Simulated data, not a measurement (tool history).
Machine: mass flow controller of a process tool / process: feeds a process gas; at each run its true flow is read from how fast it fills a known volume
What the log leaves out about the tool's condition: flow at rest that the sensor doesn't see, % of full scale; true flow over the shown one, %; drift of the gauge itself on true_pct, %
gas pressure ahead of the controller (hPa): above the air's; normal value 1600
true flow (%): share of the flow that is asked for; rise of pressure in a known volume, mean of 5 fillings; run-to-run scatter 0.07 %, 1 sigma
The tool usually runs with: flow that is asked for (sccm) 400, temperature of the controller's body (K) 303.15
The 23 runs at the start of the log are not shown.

| run | hour | flow that is asked for (sccm) | gas pressure ahead of the controller (hPa) | temperature of the controller's body (K) | hours of work since the controller was set to zero | hours of work since the controller was changed | true flow (%) |
|---|---|---|---|---|---|---|---|
| 24 | 6879.9 | 400 | 1550 | 303.15 | 1736 | 1736 | 99.72 |
| 25 | 7201.5 | 400 | 1550 | 303.15 | 1993 | 1993 | 100.08 |
| 26 | 7375.2 | 329 | 1710 | 294.15 | 2132 | 2132 | 99.98 |
| 27 | 7642.1 | 110 | 1600 | 303.15 | 2345 | 2345 | 104.01 |
| 28 | 7927.9 | 110 | 1410 | 303.15 | 2574 | 2574 | 104.49 |
| 29 | 8175.6 | 110 | 1410 | 303.15 | 2771 | 2771 | 105.05 |
| 30 | 8468.2 | 110 | 1410 | 303.15 | 3005 | 3005 | 105.76 |
| 31 | 8751.3 | 400 | 2470 | 296.15 | 3231 | 3231 | 101.45 |
| 32 | 8946.6 | 400 | 2470 | 296.15 | 3387 | 3387 | 101.75 |
| 33 | 9114.2 | 122 | 2050 | 303.15 | 3521 | 3521 | 106.79 |
| 34 | 9371.1 | 122 | 2050 | 303.15 | 3727 | 3727 | 107.31 |
| 35 | 9747.3 | 180 | 1870 | 294.15 | 4027 | 4027 | 104.68 |
| 36 | 9987.3 | 114 | 2150 | 305.15 | 4219 | 4219 | 109.51 |
| 37 | 10363.9 | 863 | 1460 | 310.15 | 4520 | 4520 | 102.65 |
|  | 10416.8 | controller's zero set anew |
| 38 | 10526.5 | 863 | 1460 | 310.15 | 88 | 4650 | 101.05 |
| 39 | 10770.2 | 863 | 1460 | 310.15 | 282 | 4844 | 101.32 |
| 40 | 11007.6 | 863 | 1460 | 310.15 | 472 | 5034 | 101.48 |
| 41 | 11329.9 | 863 | 1460 | 312.15 | 730 | 5291 | 101.83 |
| 42 | 11640.8 | 756 | 1600 | 303.15 | 978 | 5540 | 101.33 |
| 43 | 11895 | 189 | 1440 | 297.15 | 1181 | 5743 | 100.81 |
| 44 | 12131.7 | 189 | 1440 | 297.15 | 1370 | 5932 | 101.1 |
| 45 | 12450 | 189 | 1440 | 297.15 | 1625 | 6187 | 101.72 |
| 46 | 12797.3 | 189 | 1440 | 297.15 | 1902 | 6464 | 102.17 |
|  | 12940.4 | controller exchanged for a calibrated one |
| 47 | 12995.5 | 189 | 1440 | 311.15 | 44 | 44 | 98.38 |
| 48 | 13264.5 | 189 | 1440 | 311.15 | 259 | 259 | 98.62 |

Forecast each of these 4 alternatives for the next run:
| A | 13590.7 | 557 | 1470 | 299.15 | 520 | 520 | ? |
| B | 13590.7 | 400 | 2140 | 300.15 | 520 | 520 | ? |
| C | 13590.7 | 306 | 2060 | 301.15 | 520 | 520 | ? |
| D | 13590.7 | 643 | 1600 | 303.15 | 520 | 520 | ? |

| run | true flow (%) |
|---|---|
| A | 99.02 |
| B | 99.08 |
| C | 99.02 |
| D | 99.51 |
With no hidden state in the tool, these same runs would have given:
| run | true flow (%) |
|---|---|
| A | 98.5 |
| B | 98.42 |
| C | 98.21 |
| D | 99.04 |

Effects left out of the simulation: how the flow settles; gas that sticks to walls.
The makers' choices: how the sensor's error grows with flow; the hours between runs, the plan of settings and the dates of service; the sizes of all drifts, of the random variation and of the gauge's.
